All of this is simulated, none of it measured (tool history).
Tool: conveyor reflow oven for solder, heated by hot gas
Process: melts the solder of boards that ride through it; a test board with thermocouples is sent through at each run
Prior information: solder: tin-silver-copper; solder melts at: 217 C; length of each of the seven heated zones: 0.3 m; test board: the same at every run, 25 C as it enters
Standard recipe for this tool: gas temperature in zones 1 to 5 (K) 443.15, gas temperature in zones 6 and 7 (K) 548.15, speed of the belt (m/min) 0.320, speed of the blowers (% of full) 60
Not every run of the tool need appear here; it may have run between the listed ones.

run	hour	gas temperature in zones 1 to 5 (K)	gas temperature in zones 6 and 7 (K)	speed of the belt (m/min)	speed of the blowers (% of full)	highest temperature of the board (K)	time above the solder's melting point (s)
1	0.0	443.15	548.15	0.320	60	536.75	94.7
2	19.5	443.15	548.15	0.320	60	536.85	94.3
3	40.8	443.15	559.15	0.320	60	546.55	100.5
4	56.8	443.15	548.15	0.337	60	534.75	88.4
5	76.3	443.15	548.15	0.337	60	534.95	87.4
6	88.7	443.15	548.15	0.337	60	534.55	87.0
7	106.7	443.15	548.15	0.337	60	534.45	86.9
8	131.7	443.15	548.15	0.337	60	533.25	86.3
9	154.5	443.15	548.15	0.378	60	529.55	72.8
10	167.4	443.15	548.15	0.378	60	529.55	72.2
11	178.9	443.15	548.15	0.378	60	529.35	72.8
12	200.5	443.15	548.15	0.320	80	537.45	95.6
13	224.7	443.15	548.15	0.320	80	537.15	95.2
14	245.8	443.15	548.15	0.320	80	537.35	95.6
15	266.1	443.15	548.15	0.289	60	538.95	107.6
16	286.5	443.15	548.15	0.289	60	538.55	107.6
17	306.1	430.15	542.15	0.289	60	531.15	95.4
18	321.1	443.15	543.15	0.320	60	531.15	90.2
19	335.0	433.15	548.15	0.375	60	528.85	69.6
20	355.5	438.15	541.15	0.375	60	523.65	66.6

Removed from this log: 2 entries logged between the listed runs. Between which two listed runs does each belong, and how does the tool's hidden state at the listed run before it compare with that at the listed run after it?
Between runs 7 and 8: thermocouples of zones 6 and 7 changed (hour 130.9)
  heat that the gas passes to the board, % of a clean oven's: 95.6 -> 95; belt's true speed, % of the reading: 99.31 -> 99.28; true gas temperature in zones 6 and 7 over the reading, C: 1.26 -> -0.06
  measured less the result without the state, highest temperature of the board (K): +0.50 -> -0.80; time above the solder's melting point (s): +0.8 -> -0.2
Between runs 14 and 15: flux residue cleaned out of gas plates and filters (hour 252.2)
  heat that the gas passes to the board, % of a clean oven's: 92.3 -> 98.8; belt's true speed, % of the reading: 99.18 -> 99.16; true gas temperature in zones 6 and 7 over the reading, C: 0.06 -> 0.07
  measured less the result without the state, highest temperature of the board (K): -1.20 -> +0.10; time above the solder's melting point (s): -0.5 -> +1.0

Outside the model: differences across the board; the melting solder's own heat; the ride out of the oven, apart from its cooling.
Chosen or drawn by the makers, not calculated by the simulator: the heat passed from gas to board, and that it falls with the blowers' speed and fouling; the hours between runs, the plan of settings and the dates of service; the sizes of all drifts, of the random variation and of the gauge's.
